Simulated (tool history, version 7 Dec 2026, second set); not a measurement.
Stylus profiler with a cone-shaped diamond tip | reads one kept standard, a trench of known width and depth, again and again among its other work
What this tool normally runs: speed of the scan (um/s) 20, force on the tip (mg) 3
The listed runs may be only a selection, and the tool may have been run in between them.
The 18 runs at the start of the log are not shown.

run    hour  speed of the scan (um/s)  force on the tip (mg)  scans with this tip  hours of work since the height scale was calibrated  depth of the trench (angstrom)  width of the trench's floor (nm)
     1136.8  -- height scale calibrated on a step standard, once more
 19  1184.9                        14                      3                19738                                                   37                         10172.4                             43640
 20  1275.4                        14                      3                20779                                                  108                         10178.6                             43600
 21  1329.9                        14                      3                21407                                                  150                         10174.4                             43510
 22    1413                        14                      3                22363                                                  214                         10177.5                             43450
 23  1507.8                        14                      3                23454                                                  288                         10187.2                             43320
     1545.6  -- new tip fitted, height scale calibrated
 24  1557.5                         8                   1.08                  137                                                    9                         10086.1                             46020
 25  1640.5                         8                   4.06                 1093                                                   74                         10213.8                             45870
 26  1704.8                         8                   4.06                 1833                                                  123                         10220.2                             45730
 27    1753                        11                   3.28                 2388                                                  161                         10192.1                             45700
 28    1847                         6                   3.89                 3469                                                  234                         10214.7                             45560
 29  1889.6                        28                   3.65                 3960                                                  267                         10205.5                             45390
 30  1952.4                        28                   3.65                 4683                                                  316                         10207.9                             45360
 31  2019.5                         8                   2.62                 5455                                                  368                         10170.2                             45280
 32  2090.8                         8                   2.62                 6276                                                  423                           10173                             45100

Run 33 is up next; what results do you expect?
 33  2176.6                         5                   2.44                 7263                                                  489                               ?                                 ?

{"run 33": {"depth of the trench (angstrom)": 10168.4, "width of the trench's floor (nm)": 45030}}
With no hidden state in the tool, this same run would have given depth of the trench (angstrom) 10149.3, width of the trench's floor (nm) 45980.

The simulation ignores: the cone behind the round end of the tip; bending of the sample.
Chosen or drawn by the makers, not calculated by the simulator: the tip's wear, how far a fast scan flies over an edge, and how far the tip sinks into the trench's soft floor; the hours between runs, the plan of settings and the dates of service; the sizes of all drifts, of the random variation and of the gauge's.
